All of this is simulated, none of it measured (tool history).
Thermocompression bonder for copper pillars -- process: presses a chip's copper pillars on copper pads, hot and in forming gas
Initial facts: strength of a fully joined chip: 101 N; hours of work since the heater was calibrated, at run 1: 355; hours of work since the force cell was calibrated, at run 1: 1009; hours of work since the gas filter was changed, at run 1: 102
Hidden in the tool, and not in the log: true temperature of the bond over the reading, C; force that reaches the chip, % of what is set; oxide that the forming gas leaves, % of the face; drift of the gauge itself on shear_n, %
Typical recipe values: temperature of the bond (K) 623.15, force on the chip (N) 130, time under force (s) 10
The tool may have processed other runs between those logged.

| run | hour | temperature of the bond (K) | force on the chip (N) | time under force (s) | hours of work since the heater was calibrated | hours of work since the force cell was calibrated | hours of work since the gas filter was changed | force that shears a chip off (N) |
|---|---|---|---|---|---|---|---|---|
| 1 | 0 | 623.15 | 130 | 10 | 355 | 1009 | 102 | 43.1 |
| 2 | 30 | 650.15 | 130 | 10 | 376 | 1030 | 123 | 52.3 |
| 3 | 46.8 | 650.15 | 130 | 10 | 388 | 1042 | 135 | 52.1 |
| 4 | 71.3 | 630.15 | 130 | 10 | 405 | 1059 | 152 | 45.7 |
| 5 | 86.6 | 623.15 | 130 | 10 | 415 | 1070 | 162 | 43.1 |
| 6 | 108.5 | 618.15 | 130 | 10 | 431 | 1085 | 178 | 41.8 |
| 7 | 138 | 600.15 | 79 | 6 | 451 | 1106 | 198 | 18.2 |
| 8 | 170.4 | 600.15 | 79 | 21 | 474 | 1128 | 221 | 31.1 |
|  | 195.1 | forming gas filter changed |
| 9 | 195.1 | 606.15 | 190 | 11 | 491 | 1145 | 0 | 53.1 |
| 10 | 210.2 | 649.15 | 97 | 10 | 501 | 1156 | 11 | 41.7 |
| 11 | 228.9 | 633.15 | 145 | 13 | 514 | 1169 | 24 | 55.3 |

The same runs without the tool's hidden state, with the same run-to-run variation:
| run | force that shears a chip off (N) |
|---|---|
| 1 | 43.1 |
| 2 | 52.2 |
| 3 | 52 |
| 4 | 45.6 |
| 5 | 42.9 |
| 6 | 41.6 |
| 7 | 18.1 |
| 8 | 30.8 |
| 9 | 52.5 |
| 10 | 41.2 |
| 11 | 54.5 |

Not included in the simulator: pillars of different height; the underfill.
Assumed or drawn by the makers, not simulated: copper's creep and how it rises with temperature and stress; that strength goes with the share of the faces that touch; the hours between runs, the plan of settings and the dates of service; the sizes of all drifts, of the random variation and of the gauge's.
